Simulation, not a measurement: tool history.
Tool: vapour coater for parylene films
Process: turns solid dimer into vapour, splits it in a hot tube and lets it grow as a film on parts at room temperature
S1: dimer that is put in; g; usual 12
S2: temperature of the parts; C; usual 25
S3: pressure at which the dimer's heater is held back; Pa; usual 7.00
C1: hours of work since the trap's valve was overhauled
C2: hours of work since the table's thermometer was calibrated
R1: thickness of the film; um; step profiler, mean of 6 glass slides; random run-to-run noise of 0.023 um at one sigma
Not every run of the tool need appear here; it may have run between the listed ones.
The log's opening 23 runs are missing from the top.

{"run": 24, "hour": 713.0, "S1": 7, "S2": 34, "S3": 4.19, "C1": 206, "C2": 817, "R1": 1.35}
{"run": 25, "hour": 738.6, "S1": 22, "S2": 33, "S3": 4.19, "C1": 218, "C2": 829, "R1": 4.35}
{"run": 26, "hour": 780.5, "S1": 22, "S2": 33, "S3": 4.19, "C1": 238, "C2": 849, "R1": 4.34}
{"run": 27, "hour": 818.2, "S1": 6, "S2": 34, "S3": 4.08, "C1": 256, "C2": 867, "R1": 1.13}
{"run": 28, "hour": 856.1, "S1": 13, "S2": 22, "S3": 5.78, "C1": 274, "C2": 885, "R1": 3.27}
{"run": 29, "hour": 885.8, "S1": 11, "S2": 32, "S3": 7.25, "C1": 288, "C2": 899, "R1": 2.12}
{"run": 30, "hour": 922.3, "S1": 12, "S2": 27, "S3": 7.0, "C1": 306, "C2": 917, "R1": 2.58}
{"run": 31, "hour": 965.8, "S1": 16, "S2": 35, "S3": 7.0, "C1": 326, "C2": 937, "R1": 2.84}
{"run": 32, "hour": 991.5, "S1": 16, "S2": 35, "S3": 7.0, "C1": 339, "C2": 950, "R1": 2.85}
{"run": 33, "hour": 1015.0, "S1": 7, "S2": 25, "S3": 4.23, "C1": 350, "C2": 961, "R1": 1.71}
{"run": 34, "hour": 1057.8, "S1": 5, "S2": 22, "S3": 5.51, "C1": 370, "C2": 981, "R1": 1.22}
{"run": 35, "hour": 1082.7, "S1": 9, "S2": 36, "S3": 5.51, "C1": 382, "C2": 993, "R1": 1.63}
{"run": 36, "hour": 1122.6, "S1": 9, "S2": 36, "S3": 5.51, "C1": 401, "C2": 1012, "R1": 1.59}
{"run": 37, "hour": 1144.5, "S1": 20, "S2": 25, "S3": 7.0, "C1": 412, "C2": 1023, "R1": 4.5}
{"run": 38, "hour": 1172.6, "S1": 15, "S2": 25, "S3": 7.0, "C1": 425, "C2": 1036, "R1": 3.4}
{"run": 39, "hour": 1198.5, "S1": 15, "S2": 25, "S3": 7.0, "C1": 437, "C2": 1048, "R1": 3.41}
{"run": 40, "hour": 1240.4, "S1": 6, "S2": 19, "S3": 7.0, "C1": 457, "C2": 1068, "R1": 1.56}
{"run": 41, "hour": 1286.3, "S1": 18, "S2": 20, "S3": 4.1, "C1": 479, "C2": 1090, "R1": 4.86}
{"run": 42, "hour": 1308.8, "S1": 12, "S2": 18, "S3": 3.92, "C1": 490, "C2": 1101, "R1": 3.36}
{"run": 43, "hour": 1349.7, "S1": 12, "S2": 35, "S3": 3.92, "C1": 510, "C2": 1120, "R1": 2.27}
{"run": 44, "hour": 1392.2, "S1": 12, "S2": 25, "S3": 3.26, "C1": 530, "C2": 1141, "R1": 2.9}
{"hour": 1420.1, "done": "trap's valve overhauled"}
{"run": 45, "hour": 1437.9, "S1": 12, "S2": 18, "S3": 3.26, "C1": 9, "C2": 1161, "R1": 3.46}
{"run": 46, "hour": 1482.0, "S1": 14, "S2": 26, "S3": 9.27, "C1": 30, "C2": 1182, "R1": 3.04}

What if the next run were any one of these 5? Each begins from the tool's condition after run 46:
{"run": "A", "hour": 1516.4, "S1": 20, "S2": 25, "S3": 7.0, "C1": 46, "C2": 1198, "R1": "?"}
{"run": "B", "hour": 1516.4, "S1": 11, "S2": 25, "S3": 2.06, "C1": 46, "C2": 1198, "R1": "?"}
{"run": "C", "hour": 1516.4, "S1": 12, "S2": 25, "S3": 7.0, "C1": 46, "C2": 1198, "R1": "?"}
{"run": "D", "hour": 1516.4, "S1": 16, "S2": 33, "S3": 5.54, "C1": 46, "C2": 1198, "R1": "?"}
{"run": "E", "hour": 1516.4, "S1": 14, "S2": 26, "S3": 2.68, "C1": 46, "C2": 1198, "R1": "?"}

run=A R1=4.58
run=B R1=2.80
run=C R1=2.73
run=D R1=3.05
run=E R1=3.40
Without the tool's hidden state the same runs would have given:
run=A R1=4.58
run=B R1=2.80
run=C R1=2.73
run=D R1=3.05
run=E R1=3.40
